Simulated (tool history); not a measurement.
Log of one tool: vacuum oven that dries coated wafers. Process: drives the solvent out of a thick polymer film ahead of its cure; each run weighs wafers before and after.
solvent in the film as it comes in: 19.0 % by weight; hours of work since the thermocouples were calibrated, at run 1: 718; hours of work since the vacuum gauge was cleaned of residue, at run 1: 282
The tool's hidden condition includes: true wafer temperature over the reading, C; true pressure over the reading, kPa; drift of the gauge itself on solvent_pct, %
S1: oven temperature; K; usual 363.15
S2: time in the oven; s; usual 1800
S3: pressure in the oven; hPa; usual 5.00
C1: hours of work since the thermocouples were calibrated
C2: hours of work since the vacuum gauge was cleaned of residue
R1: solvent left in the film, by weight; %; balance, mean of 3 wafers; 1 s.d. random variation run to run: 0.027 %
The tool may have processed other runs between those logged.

run,hour,S1,S2,S3,C1,C2,R1
1,0.0,363.15,1800,5.00,718,282,0.73
2,17.0,363.15,1800,5.00,732,296,0.70
3,39.1,363.15,1800,5.00,749,313,0.73
4,52.6,363.15,1800,19.03,760,324,1.18
5,65.3,363.15,1800,19.03,770,334,1.23
6,80.8,363.15,1800,5.00,782,346,0.73
7,98.9,363.15,1800,5.00,797,361,0.67
8,116.6,363.15,1800,5.00,811,375,0.74
9,137.0,363.15,1800,2.91,827,391,0.63
10,146.1,363.15,1800,2.91,834,398,0.61
11,159.1,363.15,1800,5.00,845,409,0.71
12,179.4,363.15,1800,5.00,861,425,0.70
13,189.7,363.15,1800,5.00,869,433,0.70
14,208.7,363.15,1800,5.00,884,448,0.68
15,218.8,363.15,1800,5.00,892,456,0.74
16,231.1,363.15,1800,5.00,902,466,0.71
17,241.9,363.15,1020,5.00,910,474,2.46
18,255.3,363.15,1020,5.00,921,485,2.42
19,277.8,363.15,1020,5.00,939,503,2.44
20,299.2,363.15,1080,5.00,956,520,2.20
21,319.5,363.15,1080,5.00,972,536,2.17
22,340.9,363.15,1080,5.00,989,553,2.19
23,362.7,363.15,1080,5.00,1006,570,2.21
24,372.6,363.15,1800,15.76,1014,578,1.11
25,388.1,363.15,1140,10.15,1027,591,2.16
26,403.7,363.15,1140,10.15,1039,603,2.17
27,426.0,363.15,1140,10.15,1057,621,2.15
28,447.2,363.15,1440,2.67,1074,638,1.12
29,467.5,358.15,1800,2.85,1090,654,1.50
30,481.1,378.15,900,2.85,1100,664,0.24
31,496.0,372.15,1980,13.96,1112,676,0.46
32,510.3,372.15,1980,13.96,1124,688,0.42
33,531.3,373.15,900,19.46,1140,704,1.06
34,552.0,366.15,2940,19.46,1157,721,0.66
35,570.1,358.15,1920,19.46,1171,735,2.01
36,579.5,359.15,960,14.92,1179,743,4.34
37,591.0,352.15,960,5.00,1188,752,6.77
38,605.0,364.15,960,3.37,1199,763,2.32
39,625.5,364.15,960,3.37,1215,779,2.30
40,641.4,368.15,1380,6.01,1228,792,0.64
41,656.2,360.15,1800,5.00,1240,804,1.18
42,668.4,360.15,1800,5.00,1249,813,1.15
43,681.9,374.15,1800,11.37,1260,824,0.32
44,698.3,363.15,2220,10.23,1273,837,0.64
45,714.6,351.15,2940,2.97,1286,850,1.54
46,736.6,366.15,1800,7.25,1303,867,0.51

For each run, the measured value with the value that run would have given without the tool's hidden condition subtracted. The run-to-run variation is shared by both, the gauge scatter possibly not:
run,R1
1,-0.01
2,-0.01
3,-0.01
4,-0.01
5,-0.01
6,-0.01
7,+0.00
8,+0.00
9,-0.01
10,-0.01
11,-0.01
12,-0.01
13,-0.01
14,-0.01
15,-0.01
16,-0.01
17,-0.02
18,-0.03
19,-0.02
20,-0.03
21,-0.02
22,-0.02
23,-0.02
24,-0.01
25,-0.03
26,-0.02
27,-0.02
28,-0.01
29,-0.02
30,+0.00
31,+0.00
32,+0.00
33,-0.01
34,+0.01
35,-0.02
36,-0.04
37,-0.04
38,-0.03
39,-0.03
40,+0.00
41,-0.01
42,-0.02
43,+0.00
44,-0.01
45,-0.01
46,+0.00

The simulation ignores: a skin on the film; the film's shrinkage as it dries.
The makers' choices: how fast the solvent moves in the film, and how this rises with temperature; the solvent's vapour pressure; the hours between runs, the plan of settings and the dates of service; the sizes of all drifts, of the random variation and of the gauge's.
